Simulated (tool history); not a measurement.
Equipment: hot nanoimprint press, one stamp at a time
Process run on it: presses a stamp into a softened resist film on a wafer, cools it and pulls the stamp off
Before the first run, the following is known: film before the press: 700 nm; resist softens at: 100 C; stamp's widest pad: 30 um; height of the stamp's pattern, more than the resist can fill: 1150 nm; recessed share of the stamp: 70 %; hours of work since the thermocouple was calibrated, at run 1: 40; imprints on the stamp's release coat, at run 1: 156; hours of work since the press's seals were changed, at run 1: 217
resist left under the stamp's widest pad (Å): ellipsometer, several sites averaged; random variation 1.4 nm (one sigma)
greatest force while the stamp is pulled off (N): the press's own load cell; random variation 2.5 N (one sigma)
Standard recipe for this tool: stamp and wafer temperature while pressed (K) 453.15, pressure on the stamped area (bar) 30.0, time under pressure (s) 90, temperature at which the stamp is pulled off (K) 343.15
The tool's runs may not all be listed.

| run | hour | stamp and wafer temperature while pressed (K) | pressure on the stamped area (bar) | time under pressure (s) | temperature at which the stamp is pulled off (K) | hours of work since the thermocouple was calibrated | imprints on the stamp's release coat | hours of work since the press's seals were changed | resist left under the stamp's widest pad (Å) | greatest force while the stamp is pulled off (N) |
|---|---|---|---|---|---|---|---|---|---|---|
| 1 | 0.0 | 453.15 | 30.0 | 90 | 343.15 | 40 | 156 | 217 | 2940 | 147 |
| 2 | 12.4 | 453.15 | 30.0 | 90 | 343.15 | 47 | 194 | 224 | 2952 | 153 |
| 3 | 19.6 | 453.15 | 30.0 | 90 | 343.15 | 51 | 215 | 228 | 2937 | 141 |
| 4 | 26.9 | 453.15 | 30.0 | 90 | 343.15 | 56 | 237 | 233 | 2952 | 145 |
| 5 | 38.7 | 453.15 | 30.0 | 90 | 343.15 | 62 | 273 | 239 | 2962 | 143 |
| 6 | 45.2 | 453.15 | 30.0 | 90 | 343.15 | 66 | 293 | 243 | 2962 | 146 |
| 7 | 59.4 | 453.15 | 30.0 | 90 | 343.15 | 74 | 336 | 251 | 2979 | 146 |
| 8 | 66.3 | 453.15 | 39.5 | 90 | 343.15 | 78 | 357 | 255 | 2536 | 147 |
| 9 | 75.9 | 453.15 | 39.5 | 90 | 343.15 | 83 | 386 | 260 | 2552 | 146 |
| 10 | 89.4 | 453.15 | 27.0 | 90 | 343.15 | 91 | 427 | 268 | 3161 | 145 |
| 11 | 98.4 | 453.15 | 27.0 | 90 | 343.15 | 96 | 454 | 273 | 3167 | 147 |
| 12 | 104.9 | 453.15 | 30.0 | 90 | 343.15 | 100 | 473 | 277 | 2967 | 146 |
| 13 | 111.4 | 453.15 | 30.0 | 90 | 343.15 | 104 | 493 | 281 | 2994 | 148 |
| 14 | 121.8 | 460.15 | 30.0 | 90 | 343.15 | 110 | 524 | 286 | 2400 | 147 |
| 15 | 132.0 | 453.15 | 30.0 | 90 | 343.15 | 115 | 555 | 292 | 3008 | 148 |
| 16 | 143.6 | 453.15 | 30.0 | 90 | 343.15 | 122 | 590 | 299 | 3011 | 142 |
| 17 | 153.2 | 455.15 | 30.0 | 85 | 343.15 | 127 | 619 | 304 | 2910 | 147 |
| 18 | 161.0 | 460.15 | 30.0 | 85 | 343.15 | 132 | 643 | 309 | 2469 | 153 |
|  | 170.2 | gauge calibrated |
| 19 | 173.8 | 460.15 | 30.0 | 85 | 343.15 | 139 | 682 | 316 | 2387 | 145 |
|  | 181.0 | stamp cleaned and given a new release coat |
| 20 | 192.3 | 460.15 | 31.9 | 55 | 343.15 | 146 | 35 | 323 | 2710 | 149 |
| 21 | 203.1 | 453.15 | 37.0 | 90 | 337.15 | 152 | 67 | 329 | 2598 | 168 |

Estimate the outcome of run 22 from the log above:
| 22 | 217.9 | 453.15 | 37.0 | 90 | 337.15 | 161 | 112 | 338 | ? | ? |

{"run 22": {"resist left under the stamp's widest pad (Å)": 2661, "greatest force while the stamp is pulled off (N)": 172}}
If the tool had no hidden condition, the same run with the same run-to-run variation would have returned resist left under the stamp's widest pad (Å) 2643, greatest force while the stamp is pulled off (N) 172.
